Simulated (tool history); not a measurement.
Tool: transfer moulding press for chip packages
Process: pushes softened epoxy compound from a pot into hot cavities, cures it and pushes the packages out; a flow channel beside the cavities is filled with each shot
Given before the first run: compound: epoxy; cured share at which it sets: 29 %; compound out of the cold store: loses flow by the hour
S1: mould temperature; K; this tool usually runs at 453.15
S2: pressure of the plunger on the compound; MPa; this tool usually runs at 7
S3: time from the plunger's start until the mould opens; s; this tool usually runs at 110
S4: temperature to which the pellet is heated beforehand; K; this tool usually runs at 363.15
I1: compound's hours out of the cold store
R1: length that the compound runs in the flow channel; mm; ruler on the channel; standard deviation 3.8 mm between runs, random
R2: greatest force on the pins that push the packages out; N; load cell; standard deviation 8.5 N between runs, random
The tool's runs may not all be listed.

run 1 day=0 | S1=453.15 S2=7 S3=110 S4=363.15 | I1=27.4 | R1=723 R2=450
run 2 day=0.654 | S1=453.15 S2=7 S3=110 S4=363.15 | I1=34.7 | R1=704 R2=570
run 3 day=1.092 | S1=453.15 S2=7 S3=110 S4=363.15 | I1=13.1 | R1=759 R2=620
run 4 day=1.4 | S1=453.15 S2=7 S3=110 S4=363.15 | I1=20.1 | R1=739 R2=654
run 5 day=1.967 | S1=453.15 S2=7 S3=142 S4=363.15 | I1=33.3 | R1=698 R2=616
run 6 day=2.329 | S1=453.15 S2=5.94 S3=110 S4=363.15 | I1=40 | R1=633 R2=730
-- day=2.467 cavities cleaned with cleaning compound and waxed
-- day=2.917 plunger's sealing rings changed
run 7 day=3.025 | S1=453.15 S2=7 S3=110 S4=366.15 | I1=43.1 | R1=746 R2=876
run 8 day=3.517 | S1=457.15 S2=7 S3=110 S4=354.15 | I1=29 | R1=763 R2=826
run 9 day=4.062 | S1=460.15 S2=7 S3=110 S4=359.15 | I1=43.3 | R1=720 R2=785
run 10 day=4.512 | S1=460.15 S2=7 S3=110 S4=359.15 | I1=44 | R1=720 R2=786
run 11 day=5.058 | S1=453.15 S2=6.98 S3=129 S4=363.15 | I1=43.3 | R1=737 R2=788
-- day=5.233 cavities cleaned with cleaning compound and waxed
-- day=5.592 cavities cleaned with cleaning compound and waxed, once more
run 12 day=5.654 | S1=456.15 S2=7 S3=110 S4=369.15 | I1=26.4 | R1=758 R2=366

Subtracting, for every run, the result it would have given without the tool's unlogged condition from the measured result gives the following. The same run-to-run variation enters both numbers; the gauge's scatter may not:
Unlogged tool condition in this case: true mould temperature over the reading, C; pressure that reaches the compound, % of what is set; grip of the stained cavities, % over clean ones'; drift of the gauge itself on flow_mm, %; drift of the gauge itself on push_out_n, %.
run=1 R1=-62 R2=+63
run=2 R1=-63 R2=+187
run=3 R1=-71 R2=+248
run=4 R1=-71 R2=+286
run=5 R1=-71 R2=+293
run=6 R1=-66 R2=+361
run=7 R1=-2 R2=+500
run=8 R1=-5 R2=+476
run=9 R1=-6 R2=+450
run=10 R1=-9 R2=+451
run=11 R1=-11 R2=+453
run=12 R1=-13 R2=+20
